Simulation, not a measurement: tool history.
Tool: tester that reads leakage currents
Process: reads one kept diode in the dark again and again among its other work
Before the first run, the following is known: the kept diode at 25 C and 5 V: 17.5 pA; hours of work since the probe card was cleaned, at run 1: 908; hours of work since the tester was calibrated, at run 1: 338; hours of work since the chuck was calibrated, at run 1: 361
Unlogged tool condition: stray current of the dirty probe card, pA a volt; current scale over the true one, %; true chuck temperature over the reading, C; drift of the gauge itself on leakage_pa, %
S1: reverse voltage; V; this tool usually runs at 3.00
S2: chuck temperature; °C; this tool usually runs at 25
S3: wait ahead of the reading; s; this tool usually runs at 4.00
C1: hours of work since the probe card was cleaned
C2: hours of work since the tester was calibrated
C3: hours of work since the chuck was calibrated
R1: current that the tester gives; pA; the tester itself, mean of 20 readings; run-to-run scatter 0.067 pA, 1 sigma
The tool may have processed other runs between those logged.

Run 1, day 0.000: usual settings; C1 908; C2 338; C3 361. Result: R1 17.80 pA.
Run 2, day 1.150: usual settings; C1 926; C2 356; C3 379. Result: R1 18.02 pA.
Run 3, day 2.308: usual settings; C1 944; C2 374; C3 397. Result: R1 17.91 pA.
Run 4, day 3.475: usual settings; C1 963; C2 393; C3 415. Result: R1 18.07 pA.
Run 5, day 4.029: usual settings; C1 971; C2 401; C3 424. Result: R1 18.04 pA.
Run 6, day 5.167: usual settings but S2 54 °C; C1 989; C2 419; C3 442. Result: R1 136.09 pA.
Run 7, day 6.250: usual settings but S2 54 °C; C1 1006; C2 436; C3 459. Result: R1 135.91 pA.
Run 8, day 7.279: usual settings but S1 17.80 V, S3 7.22 s; C1 1022; C2 452; C3 475. Result: R1 45.95 pA.
Run 9, day 8.492: usual settings but S1 17.80 V, S3 7.22 s; C1 1041; C2 471; C3 494. Result: R1 46.11 pA.
Run 10, day 9.775: usual settings but S1 1.43 V, S2 48 °C, S3 3.04 s; C1 1061; C2 491; C3 514. Result: R1 69.35 pA.
Run 11, day 10.812: usual settings but S1 5.49 V, S3 1.82 s; C1 1077; C2 508; C3 530. Result: R1 24.75 pA.

Predict the results of run 12:
Run 12, day 11.500: usual settings but S1 6.56 V, S3 1.82 s; C1 1088; C2 518; C3 541. Result: R1 ?.

{"run 12": {"R1": 27.31}}
If the tool had no hidden condition, the same run with the same run-to-run variation would have returned R1 19.87 pA.
